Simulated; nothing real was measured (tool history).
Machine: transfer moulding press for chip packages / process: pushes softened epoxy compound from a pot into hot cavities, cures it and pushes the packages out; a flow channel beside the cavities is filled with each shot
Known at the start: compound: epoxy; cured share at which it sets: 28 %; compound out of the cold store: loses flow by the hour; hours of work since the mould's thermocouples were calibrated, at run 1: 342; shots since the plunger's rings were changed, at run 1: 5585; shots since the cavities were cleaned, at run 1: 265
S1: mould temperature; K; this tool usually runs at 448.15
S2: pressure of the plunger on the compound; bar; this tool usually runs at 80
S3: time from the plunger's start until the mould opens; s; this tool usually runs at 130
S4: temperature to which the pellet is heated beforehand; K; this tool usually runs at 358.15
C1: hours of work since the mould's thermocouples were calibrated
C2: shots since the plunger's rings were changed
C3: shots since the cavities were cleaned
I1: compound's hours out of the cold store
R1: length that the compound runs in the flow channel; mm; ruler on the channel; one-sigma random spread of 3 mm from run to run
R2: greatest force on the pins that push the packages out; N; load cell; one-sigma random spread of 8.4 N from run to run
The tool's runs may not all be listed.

{"run": 1, "day": 0.0, "S1": 448.15, "S2": 80, "S3": 130, "S4": 358.15, "C1": 342, "C2": 5585, "C3": 265, "I1": 18.6, "R1": 654, "R2": 472}
{"run": 2, "day": 0.417, "S1": 448.15, "S2": 80, "S3": 130, "S4": 358.15, "C1": 350, "C2": 5694, "C3": 374, "I1": 45.8, "R1": 567, "R2": 523}
{"day": 0.642, "done": "cavities cleaned with cleaning compound and waxed"}
{"run": 3, "day": 0.862, "S1": 448.15, "S2": 70.5, "S3": 130, "S4": 358.15, "C1": 357, "C2": 5795, "C3": 58, "I1": 22.9, "R1": 603, "R2": 381}
{"run": 4, "day": 1.133, "S1": 448.15, "S2": 80, "S3": 153, "S4": 358.15, "C1": 362, "C2": 5867, "C3": 130, "I1": 16.7, "R1": 660, "R2": 413}
{"run": 5, "day": 1.55, "S1": 448.15, "S2": 80, "S3": 153, "S4": 358.15, "C1": 370, "C2": 5976, "C3": 239, "I1": 34.6, "R1": 599, "R2": 437}
{"run": 6, "day": 1.979, "S1": 448.15, "S2": 80, "S3": 130, "S4": 350.15, "C1": 379, "C2": 6088, "C3": 351, "I1": 40.4, "R1": 584, "R2": 498}
{"day": 2.317, "done": "plunger's sealing rings changed"}
{"day": 2.404, "done": "cavities cleaned with cleaning compound and waxed"}
{"run": 7, "day": 2.458, "S1": 448.15, "S2": 80, "S3": 130, "S4": 350.15, "C1": 385, "C2": 21, "C3": 14, "I1": 28.2, "R1": 652, "R2": 397}
{"run": 8, "day": 2.958, "S1": 448.15, "S2": 80, "S3": 130, "S4": 351.15, "C1": 394, "C2": 153, "C3": 146, "I1": 9.8, "R1": 716, "R2": 462}
{"run": 9, "day": 3.288, "S1": 448.15, "S2": 80, "S3": 130, "S4": 351.15, "C1": 400, "C2": 239, "C3": 232, "I1": 9.5, "R1": 724, "R2": 483}
{"run": 10, "day": 3.646, "S1": 448.15, "S2": 80, "S3": 130, "S4": 358.15, "C1": 407, "C2": 334, "C3": 327, "I1": 41, "R1": 604, "R2": 500}
{"day": 4.05, "done": "cavities cleaned with cleaning compound and waxed"}
{"run": 11, "day": 4.05, "S1": 448.15, "S2": 80, "S3": 130, "S4": 358.15, "C1": 414, "C2": 424, "C3": 0, "I1": 35, "R1": 628, "R2": 377}
{"run": 12, "day": 4.488, "S1": 448.15, "S2": 80, "S3": 130, "S4": 358.15, "C1": 422, "C2": 539, "C3": 115, "I1": 16.4, "R1": 697, "R2": 435}
{"run": 13, "day": 4.862, "S1": 448.15, "S2": 80, "S3": 130, "S4": 355.15, "C1": 429, "C2": 638, "C3": 214, "I1": 8.6, "R1": 724, "R2": 485}
{"run": 14, "day": 5.121, "S1": 448.15, "S2": 80, "S3": 130, "S4": 355.15, "C1": 434, "C2": 705, "C3": 281, "I1": 28.1, "R1": 650, "R2": 510}
{"run": 15, "day": 5.508, "S1": 448.15, "S2": 80, "S3": 130, "S4": 355.15, "C1": 442, "C2": 808, "C3": 384, "I1": 35.5, "R1": 628, "R2": 497}
{"day": 5.704, "done": "cavities cleaned with cleaning compound and waxed"}
{"run": 16, "day": 5.825, "S1": 447.15, "S2": 79.1, "S3": 160, "S4": 360.15, "C1": 447, "C2": 874, "C3": 32, "I1": 39.2, "R1": 608, "R2": 378}
{"run": 17, "day": 6.242, "S1": 447.15, "S2": 79.1, "S3": 160, "S4": 360.15, "C1": 455, "C2": 984, "C3": 142, "I1": 23.2, "R1": 667, "R2": 416}
{"run": 18, "day": 6.708, "S1": 448.15, "S2": 81.5, "S3": 130, "S4": 353.15, "C1": 464, "C2": 1107, "C3": 265, "I1": 36.8, "R1": 625, "R2": 472}
{"run": 19, "day": 7.15, "S1": 449.15, "S2": 62, "S3": 130, "S4": 358.15, "C1": 472, "C2": 1222, "C3": 380, "I1": 18, "R1": 594, "R2": 505}
{"day": 7.35, "done": "cavities cleaned with cleaning compound and waxed"}
{"run": 20, "day": 7.508, "S1": 451.15, "S2": 89.5, "S3": 130, "S4": 358.15, "C1": 478, "C2": 1300, "C3": 42, "I1": 40.8, "R1": 632, "R2": 385}
{"run": 21, "day": 7.992, "S1": 448.15, "S2": 80, "S3": 130, "S4": 352.15, "C1": 487, "C2": 1427, "C3": 169, "I1": 9.2, "R1": 716, "R2": 476}
{"run": 22, "day": 8.346, "S1": 448.15, "S2": 80, "S3": 130, "S4": 352.15, "C1": 494, "C2": 1520, "C3": 262, "I1": 24, "R1": 656, "R2": 506}
{"run": 23, "day": 8.571, "S1": 448.15, "S2": 80, "S3": 130, "S4": 352.15, "C1": 498, "C2": 1579, "C3": 321, "I1": 19.1, "R1": 684, "R2": 516}
{"run": 24, "day": 8.892, "S1": 448.15, "S2": 80, "S3": 130, "S4": 366.15, "C1": 504, "C2": 1664, "C3": 406, "I1": 36.5, "R1": 615, "R2": 518}
{"day": 9.025, "done": "cavities cleaned with cleaning compound and waxed"}
{"day": 9.179, "done": "mould's thermocouples calibrated"}
{"run": 25, "day": 9.4, "S1": 448.15, "S2": 99.4, "S3": 164, "S4": 355.15, "C1": 4, "C2": 1759, "C3": 77, "I1": 30.3, "R1": 710, "R2": 371}
{"run": 26, "day": 9.888, "S1": 448.15, "S2": 99.4, "S3": 164, "S4": 355.15, "C1": 14, "C2": 1887, "C3": 205, "I1": 13.6, "R1": 776, "R2": 421}
{"run": 27, "day": 10.183, "S1": 448.15, "S2": 75.9, "S3": 153, "S4": 358.15, "C1": 19, "C2": 1965, "C3": 283, "I1": 34.9, "R1": 600, "R2": 434}
{"run": 28, "day": 10.496, "S1": 440.15, "S2": 88.9, "S3": 153, "S4": 367.15, "C1": 25, "C2": 2047, "C3": 365, "I1": 15.6, "R1": 759, "R2": 574}

Below are 4 alternative next runs, each starting from the tool's condition after run 28. Predict each:
{"day": 10.767, "done": "cavities cleaned with cleaning compound and waxed"}
{"run": "A", "day": 10.908, "S1": 456.15, "S2": 80, "S3": 130, "S4": 358.15, "C1": 32, "C2": 2139, "C3": 37, "I1": 42.7, "R1": "?", "R2": "?"}
{"day": 10.767, "done": "cavities cleaned with cleaning compound and waxed"}
{"run": "B", "day": 10.908, "S1": 455.15, "S2": 80, "S3": 130, "S4": 357.15, "C1": 32, "C2": 2139, "C3": 37, "I1": 47.9, "R1": "?", "R2": "?"}
{"day": 10.767, "done": "cavities cleaned with cleaning compound and waxed"}
{"run": "C", "day": 10.908, "S1": 448.15, "S2": 63.7, "S3": 130, "S4": 358.15, "C1": 32, "C2": 2139, "C3": 37, "I1": 11.2, "R1": "?", "R2": "?"}
{"day": 10.767, "done": "cavities cleaned with cleaning compound and waxed"}
{"run": "D", "day": 10.908, "S1": 443.15, "S2": 88.9, "S3": 153, "S4": 365.15, "C1": 32, "C2": 2139, "C3": 37, "I1": 21.5, "R1": "?", "R2": "?"}

run=A R1=570 R2=376
run=B R1=554 R2=369
run=C R1=629 R2=400
run=D R1=717 R2=412
Had the tool no hidden state, the same runs would have come out as:
run=A R1=581 R2=351
run=B R1=564 R2=344
run=C R1=641 R2=372
run=D R1=730 R2=385
